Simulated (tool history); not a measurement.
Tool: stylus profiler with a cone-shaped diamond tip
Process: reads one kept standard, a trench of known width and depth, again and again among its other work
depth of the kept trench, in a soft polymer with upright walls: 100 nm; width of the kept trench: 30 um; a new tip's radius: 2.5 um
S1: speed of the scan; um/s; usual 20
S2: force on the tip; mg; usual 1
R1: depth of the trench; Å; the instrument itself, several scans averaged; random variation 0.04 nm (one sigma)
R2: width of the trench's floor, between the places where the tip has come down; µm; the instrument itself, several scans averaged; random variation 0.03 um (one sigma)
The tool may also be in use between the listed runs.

run 1 day=0.000 | S1=20 S2=1 | R1=1005.4 R2=27.94
run 2 day=1.112 | S1=20 S2=1 | R1=1005.2 R2=27.87
run 3 day=2.808 | S1=20 S2=1 | R1=1005.6 R2=27.89
run 4 day=4.788 | S1=20 S2=1 | R1=1006.7 R2=27.88
run 5 day=5.779 | S1=18 S2=1 | R1=1005.4 R2=27.86
run 6 day=7.558 | S1=18 S2=1 | R1=1005.0 R2=27.91
run 7 day=9.446 | S1=20 S2=1 | R1=1005.5 R2=27.82
-- day=9.575 height scale calibrated on a step standard
run 8 day=10.854 | S1=7 S2=1 | R1=1002.3 R2=27.98
run 9 day=12.408 | S1=7 S2=1 | R1=1002.4 R2=27.89

The next listed run, before its measurement:
run 10 day=13.388 | S1=19 S2=1 | R1=? R2=?

Run 10 gave R1 1002.7 Å, R2 27.88 µm.
Without the tool's hidden state the same run would have given R1 1008.9 Å, R2 28.47 µm.
